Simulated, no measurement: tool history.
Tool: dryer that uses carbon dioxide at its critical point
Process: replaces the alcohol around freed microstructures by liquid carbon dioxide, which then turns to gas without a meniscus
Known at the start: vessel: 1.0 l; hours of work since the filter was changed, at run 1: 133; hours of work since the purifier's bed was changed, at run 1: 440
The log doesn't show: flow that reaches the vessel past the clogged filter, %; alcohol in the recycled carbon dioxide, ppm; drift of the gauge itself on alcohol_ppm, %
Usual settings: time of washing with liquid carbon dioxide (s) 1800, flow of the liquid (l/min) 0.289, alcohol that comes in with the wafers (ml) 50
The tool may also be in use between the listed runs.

run	hour	time of washing with liquid carbon dioxide (s)	flow of the liquid (l/min)	alcohol that comes in with the wafers (ml)	hours of work since the filter was changed	hours of work since the purifier's bed was changed	alcohol left in the vessel before it's heated (ppm by volume)
1	0	1800	0.289	50	133	440	98
2	40.9	1800	0.289	50	156	463	115
3	67.8	1200	0.289	50	172	478	371
4	102.6	1200	0.289	50	191	498	385
5	130.9	1200	0.243	50	207	514	731
6	163	2640	0.289	50	226	532	97
7	208.5	1800	0.328	50	251	558	109
8	253.9	1800	0.289	50	277	583	142
9	300.3	1800	0.289	50	303	609	136
10	321.6	1800	0.289	50	315	622	136
11	353	1800	0.289	50	333	639	142
12	374.8	1800	0.289	45	345	652	149
# hour 391.9: inlet filter changed
13	405.5	1800	0.289	45	8	668	132
14	430.4	1800	0.289	45	22	683	135
15	456.4	1800	0.289	45	37	697	147
16	495.4	1800	0.289	45	59	719	138
17	538.5	1800	0.289	45	83	744	141
18	560.5	1800	0.289	45	95	756	148
19	590.3	1800	0.289	45	112	773	145
20	628.7	1800	0.189	50	134	795	395
21	660.5	1800	0.289	55	152	813	169
22	691	1800	0.289	50	169	830	157
23	715.8	1800	0.289	24	183	844	152
# hour 739.4: purifier's bed changed
24	755.4	1800	0.267	36	204	9	29
25	801.2	1140	0.318	36	230	35	181
26	827.9	1140	0.318	36	245	50	189
27	859.8	1140	0.21	50	263	68	1432
28	881.4	1140	0.21	50	275	80	1349
29	921.6	1140	0.21	50	298	103	1428
30	966.8	1140	0.335	23	324	129	116
31	998	1140	0.335	23	341	146	125
# hour 1020.6: inlet filter changed
32	1037.9	1140	0.335	23	10	168	91
33	1072.9	1140	0.335	23	30	188	95
34	1108.3	1560	0.28	23	50	208	64
35	1136.1	1560	0.194	50	65	224	476
36	1162.6	1320	0.228	59	80	239	600
37	1207.4	1260	0.372	43	106	264	86
38	1248.1	2760	0.183	73	129	287	79

Forecast run 39:
39	1283.6	2280	0.183	27	149	307	?

{"run 39": {"alcohol left in the vessel before it's heated (ppm by volume)": 94}}
Without the tool's hidden state the same run would have given alcohol left in the vessel before it's heated (ppm by volume) 36.

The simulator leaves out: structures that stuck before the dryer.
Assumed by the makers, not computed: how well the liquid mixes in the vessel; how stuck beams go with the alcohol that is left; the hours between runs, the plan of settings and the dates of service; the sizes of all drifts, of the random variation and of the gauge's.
